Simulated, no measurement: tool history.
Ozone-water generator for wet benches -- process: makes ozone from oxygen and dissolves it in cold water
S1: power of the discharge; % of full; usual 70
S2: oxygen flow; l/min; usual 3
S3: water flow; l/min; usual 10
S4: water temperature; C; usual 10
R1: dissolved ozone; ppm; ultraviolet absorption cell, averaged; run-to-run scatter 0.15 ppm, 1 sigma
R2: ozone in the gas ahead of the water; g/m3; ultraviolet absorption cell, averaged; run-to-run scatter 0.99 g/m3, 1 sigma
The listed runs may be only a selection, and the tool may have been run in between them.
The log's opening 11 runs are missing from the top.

run    hour  S1    S2  S3  S4    R1     R2
 12   940.9  70     3  10  10    16  150.2
 13  1052.2  70     3  10  10  15.6  151.6
 14  1154.6  70     3  10  10  15.5  151.5
 15  1210.8  70     3  10  10  15.5    152
 16  1274.6  70     3  10  10  15.4  151.5
 17  1386.2  65  1.87   6  11  20.8    176
 18  1447.8  65  1.87   6  11  20.4  177.8
 19  1567.7  65  1.87   6  11  20.4  177.3
 20  1645.1  70  3.38   9   8  17.5  141.9
 21  1699.4  70  3.38   8   8    19  142.5
 22  1761.1  70  3.38   8   8  18.8  141.5
 23    1828  44  2.74  10  10  12.2  126.3
 24  1896.5  44  2.74  10  10  12.3  125.1
 25  1958.8  40  3.83   8   5  15.7  103.5
 26  2055.5  40  3.83   8   5  15.4  104.1
 27  2125.4  42     3  10  15  11.3  116.4
 28  2225.2  68     3  10   9  14.9  145.5
 29  2328.5  96     3  13   9    14  168.8
 30    2408  96     3  13   9  13.8  168.4
 31  2516.2  96     3  13   9  13.8    167
 32  2576.4  61  5.22   9   8  15.9  108.9

Forecast each of these 4 alternatives for the next run:
  A  2656.4  61  2.34   9   8   ?   ?
  B  2656.4  70     3   7  10   ?   ?
  C  2656.4  61  4.22  11  10   ?   ?
  D  2656.4  70  2.49  10  10   ?   ?

run    R1     R2
  A  14.9  151.2
  B  19.1  146.1
  C  13.4  118.6
  D  14.3  156.5
With the hidden condition removed and each run's random variation left untouched, the same runs would have given:
run    R1     R2
  A  18.3  175.8
  B  23.8  171.4
  C  16.6  137.8
  D  17.9  183.9
